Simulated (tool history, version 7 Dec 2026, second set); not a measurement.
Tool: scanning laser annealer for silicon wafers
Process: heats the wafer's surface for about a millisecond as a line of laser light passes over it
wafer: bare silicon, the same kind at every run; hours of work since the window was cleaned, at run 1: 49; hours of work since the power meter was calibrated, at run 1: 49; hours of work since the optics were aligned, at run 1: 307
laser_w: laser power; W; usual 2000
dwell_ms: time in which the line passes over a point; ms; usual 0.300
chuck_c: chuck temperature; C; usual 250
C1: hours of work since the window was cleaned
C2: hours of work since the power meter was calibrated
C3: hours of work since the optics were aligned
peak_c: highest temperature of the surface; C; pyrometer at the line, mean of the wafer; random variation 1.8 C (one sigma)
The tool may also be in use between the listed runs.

run 1 hour=0.0 | laser_w=2000 dwell_ms=0.300 chuck_c=250 | C1=49 C2=49 C3=307 | peak_c=987
run 2 hour=16.5 | laser_w=2000 dwell_ms=0.300 chuck_c=250 | C1=59 C2=59 C3=317 | peak_c=985
run 3 hour=28.8 | laser_w=2000 dwell_ms=0.300 chuck_c=250 | C1=67 C2=67 C3=325 | peak_c=986
run 4 hour=42.4 | laser_w=2000 dwell_ms=0.300 chuck_c=250 | C1=75 C2=75 C3=334 | peak_c=985
run 5 hour=57.0 | laser_w=2000 dwell_ms=0.300 chuck_c=250 | C1=85 C2=85 C3=343 | peak_c=984
run 6 hour=67.6 | laser_w=2000 dwell_ms=0.300 chuck_c=250 | C1=91 C2=91 C3=350 | peak_c=981
run 7 hour=81.1 | laser_w=2099 dwell_ms=0.300 chuck_c=250 | C1=100 C2=100 C3=358 | peak_c=1033
-- hour=84.8 laser's power meter calibrated
run 8 hour=91.5 | laser_w=2099 dwell_ms=0.300 chuck_c=250 | C1=104 C2=4 C3=363 | peak_c=1033
run 9 hour=100.2 | laser_w=2099 dwell_ms=0.300 chuck_c=250 | C1=110 C2=10 C3=368 | peak_c=1031
run 10 hour=108.4 | laser_w=2099 dwell_ms=0.300 chuck_c=250 | C1=115 C2=15 C3=373 | peak_c=1031
run 11 hour=119.9 | laser_w=2000 dwell_ms=0.320 chuck_c=250 | C1=122 C2=22 C3=381 | peak_c=1012
run 12 hour=128.9 | laser_w=2000 dwell_ms=0.320 chuck_c=250 | C1=128 C2=28 C3=386 | peak_c=1012
run 13 hour=139.0 | laser_w=2158 dwell_ms=0.300 chuck_c=218 | C1=134 C2=34 C3=393 | peak_c=1027
run 14 hour=146.9 | laser_w=2151 dwell_ms=0.349 chuck_c=250 | C1=139 C2=39 C3=398 | peak_c=1127
run 15 hour=164.9 | laser_w=2114 dwell_ms=0.359 chuck_c=250 | C1=151 C2=50 C3=409 | peak_c=1126
run 16 hour=177.8 | laser_w=2114 dwell_ms=0.359 chuck_c=250 | C1=159 C2=59 C3=417 | peak_c=1125
-- hour=182.4 laser's power meter calibrated, once more
run 17 hour=193.3 | laser_w=2000 dwell_ms=0.300 chuck_c=229 | C1=167 C2=7 C3=425 | peak_c=963
run 18 hour=204.4 | laser_w=2000 dwell_ms=0.300 chuck_c=229 | C1=174 C2=14 C3=432 | peak_c=960
run 19 hour=222.0 | laser_w=2020 dwell_ms=0.269 chuck_c=236 | C1=185 C2=25 C3=443 | peak_c=930
run 20 hour=233.1 | laser_w=1936 dwell_ms=0.297 chuck_c=240 | C1=192 C2=32 C3=450 | peak_c=938
run 21 hour=251.0 | laser_w=1722 dwell_ms=0.223 chuck_c=217 | C1=203 C2=43 C3=461 | peak_c=721
run 22 hour=258.7 | laser_w=1722 dwell_ms=0.223 chuck_c=217 | C1=208 C2=48 C3=466 | peak_c=721
run 23 hour=270.3 | laser_w=1903 dwell_ms=0.356 chuck_c=273 | C1=215 C2=55 C3=474 | peak_c=1025

Forecast each of these 5 alternatives for the next run:
run A hour=287.8 | laser_w=1930 dwell_ms=0.274 chuck_c=227 | C1=226 C2=66 C3=485 | peak_c=?
run B hour=287.8 | laser_w=1903 dwell_ms=0.356 chuck_c=221 | C1=226 C2=66 C3=485 | peak_c=?
run C hour=287.8 | laser_w=1924 dwell_ms=0.246 chuck_c=230 | C1=226 C2=66 C3=485 | peak_c=?
run D hour=287.8 | laser_w=1959 dwell_ms=0.249 chuck_c=240 | C1=226 C2=66 C3=485 | peak_c=?
run E hour=287.8 | laser_w=1919 dwell_ms=0.221 chuck_c=277 | C1=226 C2=66 C3=485 | peak_c=?

run=A peak_c=887
run=B peak_c=976
run=C peak_c=848
run=D peak_c=879
run=E peak_c=857
Without the tool's hidden state the same runs would have given:
run=A peak_c=903
run=B peak_c=994
run=C peak_c=863
run=D peak_c=895
run=E peak_c=871

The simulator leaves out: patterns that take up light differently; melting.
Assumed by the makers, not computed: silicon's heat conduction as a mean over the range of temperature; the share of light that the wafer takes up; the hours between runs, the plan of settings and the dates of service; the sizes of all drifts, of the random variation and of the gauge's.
